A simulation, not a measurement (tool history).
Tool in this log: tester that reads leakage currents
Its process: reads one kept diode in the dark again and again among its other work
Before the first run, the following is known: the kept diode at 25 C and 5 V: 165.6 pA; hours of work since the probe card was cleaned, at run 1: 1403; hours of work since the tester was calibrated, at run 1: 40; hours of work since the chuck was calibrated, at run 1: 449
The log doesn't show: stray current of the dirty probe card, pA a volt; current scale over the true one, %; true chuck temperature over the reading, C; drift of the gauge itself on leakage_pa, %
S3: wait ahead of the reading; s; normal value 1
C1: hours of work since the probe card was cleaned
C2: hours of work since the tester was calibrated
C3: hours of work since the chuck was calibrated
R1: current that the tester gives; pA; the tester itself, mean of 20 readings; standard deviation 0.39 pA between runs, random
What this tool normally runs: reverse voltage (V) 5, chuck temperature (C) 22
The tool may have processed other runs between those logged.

run 1 hour=0 | reverse_voltage_(V)=5 chuck_temperature_(C)=22 S3=1 | C1=1403 C2=40 C3=449 | R1=117.79
run 2 hour=153.9 | reverse_voltage_(V)=5 chuck_temperature_(C)=22 S3=1 | C1=1476 C2=113 C3=522 | R1=115.52
run 3 hour=355.9 | reverse_voltage_(V)=5 chuck_temperature_(C)=22 S3=1 | C1=1572 C2=209 C3=618 | R1=114.54
-- hour=498.5 chuck's temperature calibrated
run 4 hour=534.3 | reverse_voltage_(V)=5 chuck_temperature_(C)=22 S3=1 | C1=1656 C2=293 C3=17 | R1=133.89
run 5 hour=640.1 | reverse_voltage_(V)=2.66 chuck_temperature_(C)=22 S3=1 | C1=1706 C2=343 C3=67 | R1=106.27
run 6 hour=750.3 | reverse_voltage_(V)=2.66 chuck_temperature_(C)=22 S3=1 | C1=1758 C2=395 C3=119 | R1=105.92
run 7 hour=951.4 | reverse_voltage_(V)=2.66 chuck_temperature_(C)=22 S3=1 | C1=1854 C2=491 C3=215 | R1=104.39
run 8 hour=1088.3 | reverse_voltage_(V)=1.54 chuck_temperature_(C)=22 S3=1 | C1=1919 C2=556 C3=280 | R1=84.96
run 9 hour=1181 | reverse_voltage_(V)=5 chuck_temperature_(C)=22 S3=1 | C1=1963 C2=600 C3=324 | R1=126.29
run 10 hour=1289.7 | reverse_voltage_(V)=3.86 chuck_temperature_(C)=22 S3=1 | C1=2014 C2=651 C3=375 | R1=114.37
run 11 hour=1483.2 | reverse_voltage_(V)=3.86 chuck_temperature_(C)=22 S3=2.75 | C1=2106 C2=743 C3=467 | R1=111.29
run 12 hour=1669 | reverse_voltage_(V)=5 chuck_temperature_(C)=22 S3=1 | C1=2194 C2=831 C3=555 | R1=121.03
run 13 hour=1763.9 | reverse_voltage_(V)=5 chuck_temperature_(C)=22 S3=1 | C1=2239 C2=876 C3=600 | R1=119.21
run 14 hour=1903 | reverse_voltage_(V)=8.9 chuck_temperature_(C)=22 S3=1 | C1=2305 C2=942 C3=666 | R1=147.14
-- hour=1946.4 chuck's temperature calibrated
run 15 hour=2080.9 | reverse_voltage_(V)=8.9 chuck_temperature_(C)=22 S3=1 | C1=2388 C2=1026 C3=64 | R1=162.31
run 16 hour=2183.5 | reverse_voltage_(V)=8.9 chuck_temperature_(C)=22 S3=1 | C1=2437 C2=1074 C3=112 | R1=162.41
run 17 hour=2304.5 | reverse_voltage_(V)=5 chuck_temperature_(C)=22 S3=1 | C1=2494 C2=1132 C3=170 | R1=129.86
run 18 hour=2401.8 | reverse_voltage_(V)=5 chuck_temperature_(C)=22 S3=1 | C1=2541 C2=1178 C3=216 | R1=128.48
run 19 hour=2501.1 | reverse_voltage_(V)=5 chuck_temperature_(C)=22 S3=1 | C1=2588 C2=1225 C3=263 | R1=126.92
run 20 hour=2646.3 | reverse_voltage_(V)=5 chuck_temperature_(C)=22 S3=1 | C1=2657 C2=1294 C3=332 | R1=125.71
run 21 hour=2798.4 | reverse_voltage_(V)=5 chuck_temperature_(C)=25 S3=1 | C1=2729 C2=1366 C3=404 | R1=159.51
run 22 hour=2959.4 | reverse_voltage_(V)=9.61 chuck_temperature_(C)=44 S3=1 | C1=2805 C2=1442 C3=480 | R1=896.95
run 23 hour=3151.1 | reverse_voltage_(V)=8.38 chuck_temperature_(C)=22 S3=3.62 | C1=2896 C2=1533 C3=571 | R1=145.31
run 24 hour=3263.5 | reverse_voltage_(V)=10.21 chuck_temperature_(C)=40 S3=0.82 | C1=2949 C2=1586 C3=625 | R1=654.81
-- hour=3393.1 chuck's temperature calibrated
run 25 hour=3417.2 | reverse_voltage_(V)=10.21 chuck_temperature_(C)=40 S3=0.82 | C1=3021 C2=1658 C3=11 | R1=730.98
run 26 hour=3523.8 | reverse_voltage_(V)=10.21 chuck_temperature_(C)=40 S3=0.82 | C1=3072 C2=1709 C3=62 | R1=725.24
run 27 hour=3641.5 | reverse_voltage_(V)=1.37 chuck_temperature_(C)=41 S3=1 | C1=3128 C2=1765 C3=118 | R1=402
run 28 hour=3809.9 | reverse_voltage_(V)=1.37 chuck_temperature_(C)=41 S3=1 | C1=3208 C2=1845 C3=198 | R1=399.62
run 29 hour=3905 | reverse_voltage_(V)=5 chuck_temperature_(C)=22 S3=1.39 | C1=3253 C2=1890 C3=243 | R1=129.17
run 30 hour=4059.2 | reverse_voltage_(V)=3.89 chuck_temperature_(C)=34 S3=1 | C1=3326 C2=1963 C3=316 | R1=314.83
run 31 hour=4150.7 | reverse_voltage_(V)=2.59 chuck_temperature_(C)=24 S3=2.73 | C1=3369 C2=2006 C3=359 | R1=118.06
run 32 hour=4269.3 | reverse_voltage_(V)=2.59 chuck_temperature_(C)=24 S3=2.73 | C1=3426 C2=2063 C3=416 | R1=116.51
-- hour=4394.6 probe card cleaned and baked
run 33 hour=4463.3 | reverse_voltage_(V)=2.42 chuck_temperature_(C)=22 S3=1 | C1=33 C2=2153 C3=506 | R1=91.13
run 34 hour=4654.4 | reverse_voltage_(V)=1.28 chuck_temperature_(C)=36 S3=0.5 | C1=123 C2=2244 C3=597 | R1=240.71
run 35 hour=4789.8 | reverse_voltage_(V)=5 chuck_temperature_(C)=21 S3=1 | C1=187 C2=2308 C3=661 | R1=102.11
-- hour=4847.1 chuck's temperature calibrated
run 36 hour=4910.8 | reverse_voltage_(V)=2.46 chuck_temperature_(C)=38 S3=1.38 | C1=244 C2=2365 C3=30 | R1=387.11
run 37 hour=5058 | reverse_voltage_(V)=5 chuck_temperature_(C)=51 S3=3.01 | C1=314 C2=2434 C3=100 | R1=1293.06
run 38 hour=5210.9 | reverse_voltage_(V)=1.28 chuck_temperature_(C)=22 S3=5.09 | C1=386 C2=2507 C3=173 | R1=79.13
run 39 hour=5408 | reverse_voltage_(V)=1.15 chuck_temperature_(C)=46 S3=0.34 | C1=480 C2=2600 C3=266 | R1=546.98
run 40 hour=5536.5 | reverse_voltage_(V)=1.15 chuck_temperature_(C)=46 S3=0.34 | C1=541 C2=2661 C3=327 | R1=539.26

Forecast each of these 3 alternatives for the next run:
run A hour=5625.2 | reverse_voltage_(V)=5 chuck_temperature_(C)=20 S3=1 | C1=583 C2=2703 C3=369 | R1=?
run B hour=5625.2 | reverse_voltage_(V)=12.33 chuck_temperature_(C)=21 S3=0.71 | C1=583 C2=2703 C3=369 | R1=?
run C hour=5625.2 | reverse_voltage_(V)=11.61 chuck_temperature_(C)=31 S3=1.08 | C1=583 C2=2703 C3=369 | R1=?

run=A R1=100.46
run=B R1=150.39
run=C R1=339.45
Without the tool's unlogged condition, the same runs would have read:
run=A R1=107.73
run=B R1=159.5
run=C R1=363.81
